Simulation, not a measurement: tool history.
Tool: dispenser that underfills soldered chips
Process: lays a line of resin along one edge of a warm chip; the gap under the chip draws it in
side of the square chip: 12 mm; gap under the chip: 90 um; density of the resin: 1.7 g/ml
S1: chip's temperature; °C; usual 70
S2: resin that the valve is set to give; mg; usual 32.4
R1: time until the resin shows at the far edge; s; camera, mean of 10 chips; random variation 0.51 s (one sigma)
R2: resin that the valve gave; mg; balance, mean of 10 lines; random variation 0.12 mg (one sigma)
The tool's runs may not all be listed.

| run | day | S1 | S2 | R1 | R2 |
|---|---|---|---|---|---|
| 1 | 0.000 | 70 | 32.4 | 42.4 | 31.46 |
|  | 0.429 | new syringe of resin |
| 2 | 0.429 | 70 | 32.4 | 38.9 | 31.18 |
|  | 1.012 | new syringe of resin |
| 3 | 1.012 | 70 | 28.1 | 40.9 | 26.86 |
| 4 | 1.475 | 70 | 28.1 | 54.7 | 26.76 |
|  | 1.617 | new syringe of resin |
| 5 | 2.004 | 56 | 28.1 | 83.3 | 26.67 |
|  | 2.221 | new syringe of resin |
| 6 | 2.325 | 58 | 32.4 | 63.6 | 30.65 |
| 7 | 2.612 | 69 | 32.4 | 50.9 | 30.70 |
|  | 2.800 | new syringe of resin |
| 8 | 3.238 | 70 | 32.4 | 52.9 | 30.29 |
|  | 3.375 | new syringe of resin |
| 9 | 3.646 | 70 | 30.2 | 47.5 | 28.15 |
|  | 3.975 | new syringe of resin |
| 10 | 4.238 | 70 | 30.2 | 47.2 | 28.15 |
|  | 4.562 | new syringe of resin |
| 11 | 4.704 | 70 | 36.7 | 41.1 | 33.98 |
|  | 5.150 | new syringe of resin |
| 12 | 5.312 | 70 | 32.4 | 43.8 | 29.94 |
|  | 5.721 | dispensing valve cleaned and set on the balance |
| 13 | 5.721 | 70 | 32.4 | 53.2 | 32.52 |
|  | 5.796 | new syringe of resin |
| 14 | 6.038 | 74 | 29.6 | 40.9 | 29.78 |
| 15 | 6.325 | 59 | 34.3 | 77.9 | 34.08 |
|  | 6.379 | new syringe of resin |
| 16 | 6.633 | 59 | 34.3 | 65.1 | 34.12 |
|  | 6.962 | new syringe of resin |
| 17 | 7.054 | 78 | 36.5 | 31.2 | 36.42 |
|  | 7.542 | new syringe of resin |
| 18 | 7.588 | 78 | 36.5 | 29.6 | 35.93 |
| 19 | 7.938 | 78 | 36.5 | 38.3 | 35.95 |
|  | 8.142 | new syringe of resin |
| 20 | 8.275 | 82 | 39.3 | 28.0 | 38.16 |
|  | 8.725 | new syringe of resin |
| 21 | 8.829 | 65 | 30.1 | 48.9 | 29.12 |
|  | 9.346 | new syringe of resin |
| 22 | 9.379 | 62 | 32.4 | 51.5 | 31.51 |
| 23 | 9.729 | 83 | 29.7 | 32.8 | 28.40 |
|  | 9.921 | new syringe of resin |
| 24 | 10.104 | 83 | 29.7 | 28.6 | 28.58 |

4 ways to go on from here, each from the tool as it stands after run 24. What would each give?
| A | 10.467 | 76 | 38.9 | ? | ? |
| B | 10.467 | 56 | 33.1 | ? | ? |
| C | 10.467 | 83 | 32.9 | ? | ? |
| D | 10.467 | 60 | 33.7 | ? | ? |

| run | R1 | R2 |
|---|---|---|
| A | 43.4 | 37.23 |
| B | 88.2 | 31.67 |
| C | 35.5 | 31.39 |
| D | 76.1 | 32.40 |
Without the tool's hidden state the same runs would have given:
| run | R1 | R2 |
|---|---|---|
| A | 32.6 | 38.82 |
| B | 66.7 | 33.03 |
| C | 26.5 | 32.75 |
| D | 57.6 | 33.78 |

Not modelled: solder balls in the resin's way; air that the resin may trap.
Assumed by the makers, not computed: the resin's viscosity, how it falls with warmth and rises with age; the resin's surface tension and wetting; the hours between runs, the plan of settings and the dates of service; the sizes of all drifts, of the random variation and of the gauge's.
